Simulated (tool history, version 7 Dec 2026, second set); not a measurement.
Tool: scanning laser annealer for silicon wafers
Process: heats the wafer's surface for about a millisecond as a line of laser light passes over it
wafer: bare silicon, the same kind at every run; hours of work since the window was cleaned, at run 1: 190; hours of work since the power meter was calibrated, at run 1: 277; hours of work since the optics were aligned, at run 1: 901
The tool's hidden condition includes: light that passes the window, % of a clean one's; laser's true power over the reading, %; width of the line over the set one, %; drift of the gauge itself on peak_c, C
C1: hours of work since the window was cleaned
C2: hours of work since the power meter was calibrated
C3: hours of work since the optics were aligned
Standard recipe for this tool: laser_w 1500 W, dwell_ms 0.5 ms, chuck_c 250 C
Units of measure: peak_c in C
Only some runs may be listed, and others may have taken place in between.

{"run": 1, "hour": 0.0, "laser_w": 1500, "dwell_ms": 0.5, "chuck_c": 250, "C1": 190, "C2": 277, "C3": 901, "peak_c": 1044}
{"run": 2, "hour": 11.5, "laser_w": 1500, "dwell_ms": 0.5, "chuck_c": 250, "C1": 197, "C2": 283, "C3": 907, "peak_c": 1041}
{"run": 3, "hour": 25.7, "laser_w": 1315, "dwell_ms": 0.5, "chuck_c": 250, "C1": 205, "C2": 292, "C3": 916, "peak_c": 922}
{"run": 4, "hour": 37.6, "laser_w": 1315, "dwell_ms": 0.5, "chuck_c": 250, "C1": 212, "C2": 298, "C3": 922, "peak_c": 918}
{"run": 5, "hour": 47.6, "laser_w": 1315, "dwell_ms": 0.5, "chuck_c": 250, "C1": 218, "C2": 304, "C3": 928, "peak_c": 920}
{"run": 6, "hour": 60.6, "laser_w": 1315, "dwell_ms": 0.5, "chuck_c": 250, "C1": 225, "C2": 312, "C3": 936, "peak_c": 920}
{"run": 7, "hour": 67.3, "laser_w": 1315, "dwell_ms": 0.5, "chuck_c": 250, "C1": 229, "C2": 316, "C3": 940, "peak_c": 919}
{"run": 8, "hour": 76.1, "laser_w": 1500, "dwell_ms": 0.558, "chuck_c": 250, "C1": 234, "C2": 321, "C3": 945, "peak_c": 1081}
{"run": 9, "hour": 83.2, "laser_w": 1613, "dwell_ms": 0.5, "chuck_c": 250, "C1": 238, "C2": 325, "C3": 949, "peak_c": 1117}
{"run": 10, "hour": 90.8, "laser_w": 1602, "dwell_ms": 0.5, "chuck_c": 250, "C1": 242, "C2": 329, "C3": 953, "peak_c": 1107}
{"run": 11, "hour": 98.7, "laser_w": 1311, "dwell_ms": 0.59, "chuck_c": 281, "C1": 247, "C2": 334, "C3": 958, "peak_c": 996}
{"run": 12, "hour": 107.3, "laser_w": 1536, "dwell_ms": 0.451, "chuck_c": 283, "C1": 252, "C2": 339, "C3": 963, "peak_c": 1060}
{"run": 13, "hour": 118.2, "laser_w": 1346, "dwell_ms": 0.451, "chuck_c": 283, "C1": 258, "C2": 345, "C3": 969, "peak_c": 940}
{"run": 14, "hour": 131.9, "laser_w": 1639, "dwell_ms": 0.355, "chuck_c": 283, "C1": 266, "C2": 353, "C3": 977, "peak_c": 1039}
{"run": 15, "hour": 146.4, "laser_w": 1639, "dwell_ms": 0.396, "chuck_c": 283, "C1": 275, "C2": 361, "C3": 985, "peak_c": 1078}
{"run": 16, "hour": 152.6, "laser_w": 1598, "dwell_ms": 0.42, "chuck_c": 256, "C1": 278, "C2": 365, "C3": 989, "peak_c": 1045}
{"run": 17, "hour": 161.1, "laser_w": 1473, "dwell_ms": 0.5, "chuck_c": 269, "C1": 283, "C2": 370, "C3": 994, "peak_c": 1037}
{"run": 18, "hour": 174.0, "laser_w": 1534, "dwell_ms": 0.419, "chuck_c": 280, "C1": 290, "C2": 377, "C3": 1001, "peak_c": 1025}
{"run": 19, "hour": 188.6, "laser_w": 1578, "dwell_ms": 0.549, "chuck_c": 265, "C1": 299, "C2": 386, "C3": 1010, "peak_c": 1135}

3 options for the next run, each taken on its own from the tool as it stands now. Forecast them:
{"run": "A", "hour": 198.3, "laser_w": 1562, "dwell_ms": 0.475, "chuck_c": 289, "C1": 305, "C2": 391, "C3": 1015, "peak_c": "?"}
{"run": "B", "hour": 198.3, "laser_w": 1571, "dwell_ms": 0.5, "chuck_c": 278, "C1": 305, "C2": 391, "C3": 1015, "peak_c": "?"}
{"run": "C", "hour": 198.3, "laser_w": 1578, "dwell_ms": 0.535, "chuck_c": 265, "C1": 305, "C2": 391, "C3": 1015, "peak_c": "?"}

run=A peak_c=1096
run=B peak_c=1107
run=C peak_c=1122
What these runs would have given with no unlogged condition in the tool:
run=A peak_c=1141
run=B peak_c=1154
run=C peak_c=1170
